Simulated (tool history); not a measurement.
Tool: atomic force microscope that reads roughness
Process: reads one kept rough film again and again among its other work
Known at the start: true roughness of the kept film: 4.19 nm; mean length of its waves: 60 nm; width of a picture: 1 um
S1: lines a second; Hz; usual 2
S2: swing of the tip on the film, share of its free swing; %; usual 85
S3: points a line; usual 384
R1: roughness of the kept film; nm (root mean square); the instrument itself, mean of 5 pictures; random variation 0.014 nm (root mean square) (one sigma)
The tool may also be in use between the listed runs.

run   hour    S1  S2   S3     R1
  1      0     2  85  384  2.789
  2   15.7     2  57  384  3.248
      24.7  -- new tip fitted
  3   31.2     2  57  384  3.783
  4   42.7  2.64  85  384  2.986
  5   55.1  0.52  85  384  3.671
  6   63.5  0.52  85  384  3.634
  7   74.2  1.09  85  384  3.399
  8   87.5  1.09  85  384  3.353
  9   94.2     2  59  391  3.554
 10  106.2  0.72  62  391  3.613
 11  120.7  0.72  62  391   3.58
 12    128     2  71  645  3.299
 13  142.2  2.54  69  283  3.197

Forecast each of these 5 alternatives for the next run:
  A  154.6  1.46  85  256   ?
  B  154.6  3.46  87  283   ?
  C  154.6  2.54  57  283   ?
  D  154.6  0.89  69  283   ?
  E  154.6  2.54  78  655   ?

run     R1
  A  3.062
  B  2.472
  C  3.359
  D  3.439
  E  2.954
Without the tool's hidden state the same runs would have given:
run     R1
  A  3.418
  B   2.76
  C   3.75
  D  3.838
  E  3.298

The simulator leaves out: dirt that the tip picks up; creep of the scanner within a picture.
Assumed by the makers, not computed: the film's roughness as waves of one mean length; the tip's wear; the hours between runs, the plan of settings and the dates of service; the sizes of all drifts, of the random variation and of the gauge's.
